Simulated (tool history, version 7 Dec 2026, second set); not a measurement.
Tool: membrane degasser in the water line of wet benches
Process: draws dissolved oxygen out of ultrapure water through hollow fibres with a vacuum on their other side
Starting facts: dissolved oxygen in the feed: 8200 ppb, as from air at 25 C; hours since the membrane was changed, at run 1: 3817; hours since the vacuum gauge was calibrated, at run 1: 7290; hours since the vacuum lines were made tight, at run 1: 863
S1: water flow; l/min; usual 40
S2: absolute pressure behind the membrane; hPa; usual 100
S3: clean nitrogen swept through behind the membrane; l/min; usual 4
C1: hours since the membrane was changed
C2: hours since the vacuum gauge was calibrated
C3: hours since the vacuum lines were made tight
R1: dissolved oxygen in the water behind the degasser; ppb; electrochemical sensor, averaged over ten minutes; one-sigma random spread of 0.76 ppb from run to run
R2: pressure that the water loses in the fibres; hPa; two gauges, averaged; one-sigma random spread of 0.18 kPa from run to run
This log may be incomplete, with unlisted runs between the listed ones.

| run | hour | S1 | S2 | S3 | C1 | C2 | C3 | R1 | R2 |
|---|---|---|---|---|---|---|---|---|---|
| 1 | 0 | 40 | 100 | 4 | 3817 | 7290 | 863 | 171.8 | 354.9 |
| 2 | 101.2 | 40 | 100 | 4 | 3918 | 7392 | 964 | 174.6 | 356.6 |
| 3 | 229.2 | 40 | 100 | 4 | 4047 | 7520 | 1092 | 173.2 | 356.3 |
| 4 | 320.6 | 40 | 100 | 4 | 4138 | 7611 | 1184 | 172.5 | 351.8 |
| 5 | 385.8 | 40 | 100 | 3.38 | 4203 | 7676 | 1249 | 200.2 | 355.8 |
| 6 | 517.9 | 40 | 100 | 3.38 | 4335 | 7808 | 1381 | 200.4 | 356.7 |
| 7 | 617.3 | 24 | 100 | 4 | 4435 | 7908 | 1480 | 102.6 | 214.7 |
| 8 | 683 | 40 | 124 | 4 | 4500 | 7973 | 1546 | 228 | 353.7 |
| 9 | 780.1 | 40 | 124 | 4 | 4597 | 8070 | 1643 | 226.4 | 353.3 |
| 10 | 890.8 | 40 | 100 | 4 | 4708 | 8181 | 1754 | 174 | 359.9 |
| 11 | 1026.6 | 40 | 100 | 4 | 4844 | 8317 | 1890 | 174 | 357 |
|  | 1050.6 | vacuum gauge calibrated |
| 12 | 1089.5 | 24 | 209 | 5.7 | 4906 | 39 | 1952 | 185.2 | 215.3 |
| 13 | 1214.4 | 62 | 209 | 4.04 | 5031 | 164 | 2077 | 632.9 | 552.8 |
| 14 | 1339.7 | 62 | 209 | 4.04 | 5156 | 289 | 2202 | 630.9 | 556.3 |
| 15 | 1424.4 | 62 | 209 | 4.04 | 5241 | 374 | 2287 | 633.9 | 554.9 |
|  | 1492.4 | vacuum gauge calibrated, once more |
| 16 | 1552 | 41 | 99 | 4 | 5368 | 60 | 2414 | 171.4 | 365.4 |
| 17 | 1668.1 | 39 | 240 | 4 | 5484 | 176 | 2530 | 468.3 | 348.9 |
| 18 | 1769.7 | 39 | 60 | 4 | 5586 | 277 | 2632 | 74.4 | 349.9 |
| 19 | 1892.6 | 39 | 60 | 4 | 5709 | 400 | 2755 | 74.1 | 351.5 |
| 20 | 1982.2 | 25 | 178 | 3.25 | 5798 | 490 | 2844 | 266.9 | 229 |
| 21 | 2051.5 | 41 | 112 | 1.95 | 5868 | 559 | 2913 | 369.3 | 370 |

Branching from run 21: 4 alternative next runs. What would each branch give?
| A | 2153.8 | 33 | 112 | 6.83 | 5970 | 661 | 3016 | ? | ? |
| B | 2153.8 | 40 | 192 | 4 | 5970 | 661 | 3016 | ? | ? |
| C | 2153.8 | 41 | 129 | 4.04 | 5970 | 661 | 3016 | ? | ? |
| D | 2153.8 | 41 | 160 | 2.77 | 5970 | 661 | 3016 | ? | ? |

| run | R1 | R2 |
|---|---|---|
| A | 100.2 | 295.8 |
| B | 376.1 | 362.6 |
| C | 239.6 | 367.3 |
| D | 427.6 | 369.7 |
The same runs, with their run-to-run variation unchanged, on a tool lacking any hidden condition would have given:
| run | R1 | R2 |
|---|---|---|
| A | 97.8 | 282.5 |
| B | 371 | 346.5 |
| C | 235.3 | 350.9 |
| D | 422.7 | 353.2 |

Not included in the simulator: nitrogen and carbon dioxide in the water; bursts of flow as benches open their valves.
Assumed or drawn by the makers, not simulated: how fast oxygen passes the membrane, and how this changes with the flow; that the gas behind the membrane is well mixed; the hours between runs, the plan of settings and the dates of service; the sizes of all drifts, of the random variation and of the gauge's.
